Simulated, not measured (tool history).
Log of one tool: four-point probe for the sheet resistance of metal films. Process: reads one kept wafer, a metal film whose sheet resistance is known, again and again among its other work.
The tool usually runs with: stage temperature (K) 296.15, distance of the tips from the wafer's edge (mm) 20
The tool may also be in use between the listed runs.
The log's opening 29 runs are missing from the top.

run,hour,stage temperature (K),distance of the tips from the wafer's edge (mm),touches since the probe head was changed,hours of work since the stage's thermometer was calibrated,sheet resistance as the instrument gives it (ohm/square)
30,1111.2,294.15,5,77011,2185,2.022957
31,1149.8,292.15,24,77941,2215,2.010708
# hour 1156.9: new probe head fitted
32,1177.2,292.15,24,491,2236,2.031264
33,1225.4,301.15,13,1653,2274,2.011533
34,1245.9,306.15,9,2148,2290,2.002313
35,1287.3,306.15,31,3148,2323,1.996629
36,1331.2,306.15,31,4205,2357,1.996728
37,1370.4,295.15,26,5153,2388,2.022471

What if the next run were any one of these 5? Each begins from the tool's condition after run 37:
A,1396.1,295.15,17,5772,2409,?
B,1396.1,301.15,31,5772,2409,?
C,1396.1,292.15,69,5772,2409,?
D,1396.1,296.15,5,5772,2409,?
E,1396.1,293.15,40,5772,2409,?

run,sheet resistance as the instrument gives it (ohm/square)
A,2.022682
B,2.007227
C,2.029239
D,2.036106
E,2.027058
Without the tool's unlogged condition, the same runs would have read:
run,sheet resistance as the instrument gives it (ohm/square)
A,2.020632
B,2.005259
C,2.027148
D,2.034052
E,2.024981
